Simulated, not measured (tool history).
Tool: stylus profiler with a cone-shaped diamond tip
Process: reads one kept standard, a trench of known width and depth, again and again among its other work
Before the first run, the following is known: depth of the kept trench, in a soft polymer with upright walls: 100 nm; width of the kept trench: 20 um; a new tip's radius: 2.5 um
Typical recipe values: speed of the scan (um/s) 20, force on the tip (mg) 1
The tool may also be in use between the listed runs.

run    hour  speed of the scan (um/s)  force on the tip (mg)  depth of the trench (nm)  width of the trench's floor (um)
  1       0                        20                      1                    100.51                             18.38
  2    73.8                        20                   2.45                    101.07                             18.43
  3   117.5                        20                   2.45                    101.31                             18.46
  4   171.2                        20                   2.45                    101.16                              18.5
  5   254.8                        20                   2.45                     101.2                             18.47
  6   325.7                        20                   2.99                    101.26                             18.52
  7   366.1                        45                      1                    100.78                             18.08
  8   448.1                        45                      1                    100.58                             18.14
  9   500.5                        45                      1                    100.63                             18.09
 10   561.8                        45                      1                    100.73                              18.1
 11   602.5                        45                      1                    100.61                             18.09
 12   642.2                        20                   2.34                     101.2                             18.42
 13   681.7                        20                   2.34                    101.19                             18.43
 14   725.1                        20                   2.34                    101.09                             18.47
 15   770.6                        26                      1                    100.66                             18.31
 16   815.8                         6                      1                    100.64                             18.49
 17   889.9                         6                      1                    100.54                             18.56
 18   935.5                         6                      1                    100.53                             18.57
 19  1016.2                        20                      1                    100.67                             18.38
 20    1106                        20                      1                    100.64                              18.4
 21    1184                         7                      1                    100.51                             18.55
 22  1249.8                         7                   1.36                    100.78                              18.5
 23  1333.7                         7                   1.36                    100.86                             18.53
 24  1406.6                         7                   1.36                    100.87                             18.49
 25  1459.5                         5                   0.55                    100.43                             18.53
 26  1502.6                         5                   0.55                    100.61                             18.54
 27  1559.9                        13                   1.01                    100.56                             18.46
 28  1612.4                        13                   1.01                    100.65                             18.43
 29  1703.4                        13                   1.01                    100.66                             18.46
 30  1765.6                        16                   0.78                    100.51                              18.4
 31  1819.4                        16                   0.78                    100.53                             18.42
     1880.4  -- height scale calibrated on a step standard
 32  1908.4                        59                   1.09                    100.71                             17.95
 33  1982.5                        59                   0.77                     100.5                             17.88
 34  2024.2                         9                   2.14                     101.1                             18.55
 35  2061.9                         9                   2.14                    101.09                             18.59
 36    2130                         9                   2.14                    101.14                             18.51
 37  2167.2                        33                   1.84                    100.88                             18.34
 38  2244.5                        69                   2.43                     101.3                             18.15
 39  2308.3                        71                   0.89                    100.53                             17.82
 40  2354.9                        11                   0.93                    100.66                             18.47
 41  2414.5                        31                   0.59                    100.49                             18.13

What if the next run were any one of these 4? Each begins from the tool's condition after run 41:
  A  2497.4                        32                   0.85                         ?                                 ?
  B  2497.4                        11                   0.59                         ?                                 ?
  C  2497.4                        32                   2.65                         ?                                 ?
  D  2497.4                         6                   0.52                         ?                                 ?

run  depth of the trench (nm)  width of the trench's floor (um)
  A                    100.55                              18.2
  B                    100.48                              18.4
  C                    101.31                             18.38
  D                    100.52                             18.48
With the hidden condition removed and each run's random variation left untouched, the same runs would have given:
run  depth of the trench (nm)  width of the trench's floor (um)
  A                    100.55                             18.22
  B                    100.49                             18.42
  C                    101.32                              18.4
  D                    100.53                              18.5
